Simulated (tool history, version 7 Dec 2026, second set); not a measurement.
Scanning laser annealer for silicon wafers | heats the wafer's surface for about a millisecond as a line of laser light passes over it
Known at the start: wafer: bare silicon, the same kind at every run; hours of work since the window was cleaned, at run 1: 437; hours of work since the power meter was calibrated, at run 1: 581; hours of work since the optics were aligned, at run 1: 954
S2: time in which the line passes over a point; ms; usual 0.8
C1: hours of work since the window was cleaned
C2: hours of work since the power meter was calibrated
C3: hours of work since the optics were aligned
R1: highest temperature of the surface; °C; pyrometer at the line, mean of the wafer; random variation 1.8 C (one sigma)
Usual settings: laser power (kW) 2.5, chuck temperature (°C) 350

Run 1, day 0: usual settings; C1 437; C2 581; C3 954. Result: R1 1019 °C.
Run 2, day 1.925: usual settings; C1 463; C2 607; C3 980. Result: R1 1018 °C.
Run 3, day 3.804: usual settings; C1 488; C2 632; C3 1005. Result: R1 1015 °C.
Run 4, day 6.146: usual settings; C1 519; C2 663; C3 1036. Result: R1 1011 °C.
Run 5, day 7.554: usual settings; C1 537; C2 682; C3 1055. Result: R1 1010 °C.
Run 6, day 9.862: usual settings but chuck temperature (°C) 344; C1 568; C2 712; C3 1085. Result: R1 1002 °C.
Run 7, day 11.283: usual settings but chuck temperature (°C) 344; C1 587; C2 731; C3 1104. Result: R1 1001 °C.
Run 8, day 13.712: usual settings but chuck temperature (°C) 390; C1 619; C2 764; C3 1137. Result: R1 1049 °C.
Run 9, day 14.929: usual settings but chuck temperature (°C) 390; C1 636; C2 780; C3 1153. Result: R1 1045 °C.
Run 10, day 16.929: usual settings but chuck temperature (°C) 390; C1 662; C2 806; C3 1179. Result: R1 1045 °C.
Run 11, day 18.612: usual settings but chuck temperature (°C) 390; C1 685; C2 829; C3 1202. Result: R1 1043 °C.
Run 12, day 20.917: usual settings but chuck temperature (°C) 390; C1 715; C2 860; C3 1233. Result: R1 1044 °C.
Run 13, day 23.517: usual settings but chuck temperature (°C) 390; C1 750; C2 894; C3 1267. Result: R1 1040 °C.
Run 14, day 25.871: usual settings but S2 0.609 ms; C1 781; C2 926; C3 1299. Result: R1 906 °C.
Run 15, day 28.279: usual settings but S2 0.609 ms; C1 814; C2 958; C3 1331. Result: R1 908 °C.
Run 16, day 29.917: usual settings; C1 835; C2 979; C3 1352. Result: R1 995 °C.
At day 31.729: window over the wafer cleaned.
Run 17, day 32.092: usual settings but laser power (kW) 2.697, S2 0.898 ms; C1 5; C2 1007; C3 1380. Result: R1 1141 °C.
Run 18, day 33.221: usual settings but laser power (kW) 2.43, S2 0.759 ms, chuck temperature (°C) 378; C1 20; C2 1022; C3 1395. Result: R1 1020 °C.
Run 19, day 34.567: usual settings but laser power (kW) 2.43, S2 0.759 ms, chuck temperature (°C) 378; C1 38; C2 1040; C3 1413. Result: R1 1019 °C.
Run 20, day 36.896: usual settings but S2 0.598 ms; C1 69; C2 1071; C3 1444. Result: R1 930 °C.
Run 21, day 38.6: usual settings but laser power (kW) 2.125; C1 91; C2 1094; C3 1467. Result: R1 909 °C.
Run 22, day 41.154: usual settings but S2 0.566 ms, chuck temperature (°C) 378; C1 126; C2 1128; C3 1501. Result: R1 935 °C.
Run 23, day 42.812: usual settings but laser power (kW) 2.57, S2 0.679 ms, chuck temperature (°C) 365; C1 148; C2 1150; C3 1523. Result: R1 1001 °C.
Run 24, day 44.979: usual settings but laser power (kW) 2.191, S2 0.725 ms, chuck temperature (°C) 320; C1 176; C2 1179; C3 1552. Result: R1 861 °C.
Run 25, day 46.692: usual settings but laser power (kW) 2.191, S2 0.725 ms, chuck temperature (°C) 320; C1 199; C2 1202; C3 1575. Result: R1 863 °C.
Run 26, day 49.067: usual settings but laser power (kW) 2.624; C1 231; C2 1233; C3 1606. Result: R1 1056 °C.
Run 27, day 50.671: usual settings but laser power (kW) 2.624; C1 252; C2 1255; C3 1628. Result: R1 1052 °C.
Run 28, day 52.758: usual settings but laser power (kW) 2.685, S2 0.649 ms, chuck temperature (°C) 383; C1 280; C2 1282; C3 1655. Result: R1 1023 °C.
Run 29, day 55.375: usual settings but chuck temperature (°C) 357; C1 315; C2 1317; C3 1690. Result: R1 1017 °C.
Run 30, day 57.638: usual settings but laser power (kW) 2.335, S2 0.7 ms, chuck temperature (°C) 373; C1 345; C2 1347; C3 1720. Result: R1 941 °C.
Run 31, day 59.729: usual settings but laser power (kW) 2.655, S2 0.954 ms, chuck temperature (°C) 354; C1 373; C2 1375; C3 1748. Result: R1 1129 °C.

How the hidden state differs across the entries between the runs, from the last listed run before each to the first after it:
Between runs 16 and 17: window over the wafer cleaned (day 31.729)
  light that passes the window, % of a clean one's: 95.14 -> 99.79; laser's true power over the reading, %: -0.71 -> -0.73; width of the line over the set one, %: 3.16 -> 3.22
  measured less the result without the state, R1: -56 -> -24 °C
